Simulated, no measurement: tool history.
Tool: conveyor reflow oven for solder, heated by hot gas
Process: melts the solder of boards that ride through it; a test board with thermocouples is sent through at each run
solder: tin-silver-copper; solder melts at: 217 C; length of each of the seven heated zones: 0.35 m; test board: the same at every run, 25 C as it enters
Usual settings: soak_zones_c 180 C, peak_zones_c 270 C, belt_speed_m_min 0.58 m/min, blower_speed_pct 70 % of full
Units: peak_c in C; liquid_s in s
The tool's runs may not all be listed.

run 1 hour=0 | soak_zones_c=180 peak_zones_c=270 belt_speed_m_min=0.58 blower_speed_pct=70 | peak_c=252.9 liquid_s=56.4
run 2 hour=8.4 | soak_zones_c=180 peak_zones_c=270 belt_speed_m_min=0.58 blower_speed_pct=70 | peak_c=253 liquid_s=56.1
run 3 hour=20.6 | soak_zones_c=180 peak_zones_c=270 belt_speed_m_min=0.58 blower_speed_pct=70 | peak_c=253 liquid_s=56.7
run 4 hour=32 | soak_zones_c=180 peak_zones_c=270 belt_speed_m_min=0.58 blower_speed_pct=70 | peak_c=253.2 liquid_s=56.2
-- hour=36.8 belt drive overhauled, speed set with a stopwatch
run 5 hour=42.7 | soak_zones_c=180 peak_zones_c=270 belt_speed_m_min=0.58 blower_speed_pct=70 | peak_c=252.8 liquid_s=57.1
run 6 hour=54.5 | soak_zones_c=180 peak_zones_c=270 belt_speed_m_min=0.58 blower_speed_pct=70 | peak_c=252.7 liquid_s=55.7
run 7 hour=59.9 | soak_zones_c=180 peak_zones_c=270 belt_speed_m_min=0.58 blower_speed_pct=70 | peak_c=252.5 liquid_s=56

The next listed run, before its measurement:
run 8 hour=67.3 | soak_zones_c=180 peak_zones_c=270 belt_speed_m_min=0.58 blower_speed_pct=70 | peak_c=? liquid_s=?

Run 8 gave peak_c 252.9 C, liquid_s 56 s.
Without the tool's hidden state the same run would have given peak_c 254.6 C, liquid_s 57.3 s.

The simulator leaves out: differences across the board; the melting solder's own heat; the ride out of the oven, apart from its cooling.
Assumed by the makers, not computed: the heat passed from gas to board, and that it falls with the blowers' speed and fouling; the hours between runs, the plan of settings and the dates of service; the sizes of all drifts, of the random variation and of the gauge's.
